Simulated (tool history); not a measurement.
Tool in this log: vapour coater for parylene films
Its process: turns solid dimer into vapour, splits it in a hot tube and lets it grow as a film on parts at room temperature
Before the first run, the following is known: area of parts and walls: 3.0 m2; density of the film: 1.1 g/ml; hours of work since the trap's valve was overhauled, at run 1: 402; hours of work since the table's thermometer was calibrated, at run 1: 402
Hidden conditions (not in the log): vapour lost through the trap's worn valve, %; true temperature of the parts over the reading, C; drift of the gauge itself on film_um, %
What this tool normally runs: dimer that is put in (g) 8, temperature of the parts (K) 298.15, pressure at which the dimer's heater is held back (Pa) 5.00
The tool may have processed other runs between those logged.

| run | hour | dimer that is put in (g) | temperature of the parts (K) | pressure at which the dimer's heater is held back (Pa) | hours of work since the trap's valve was overhauled | hours of work since the table's thermometer was calibrated | thickness of the film (um) |
|---|---|---|---|---|---|---|---|
| 1 | 0.0 | 8 | 298.15 | 5.00 | 402 | 402 | 1.496 |
| 2 | 12.0 | 8 | 298.15 | 5.00 | 412 | 412 | 1.479 |
| 3 | 28.8 | 8 | 298.15 | 5.00 | 425 | 425 | 1.507 |
| 4 | 45.8 | 8 | 298.15 | 5.00 | 438 | 438 | 1.490 |
| 5 | 58.9 | 8 | 298.15 | 5.00 | 448 | 448 | 1.481 |
|  | 77.9 | trap's valve overhauled |
| 6 | 78.7 | 8 | 303.15 | 5.00 | 1 | 460 | 1.313 |
| 7 | 92.1 | 8 | 303.15 | 5.00 | 11 | 471 | 1.320 |
| 8 | 102.3 | 8 | 309.15 | 10.85 | 19 | 478 | 0.987 |
| 9 | 125.5 | 8 | 309.15 | 10.85 | 37 | 496 | 0.968 |
| 10 | 142.5 | 4 | 309.15 | 4.34 | 50 | 510 | 0.608 |

What does the tool deliver on the next run?
| 11 | 161.9 | 13 | 292.15 | 5.00 | 65 | 525 | ? |

{"run 11": {"thickness of the film (um)": 2.773}}
With no hidden state in the tool, this same run would have given thickness of the film (um) 2.811.
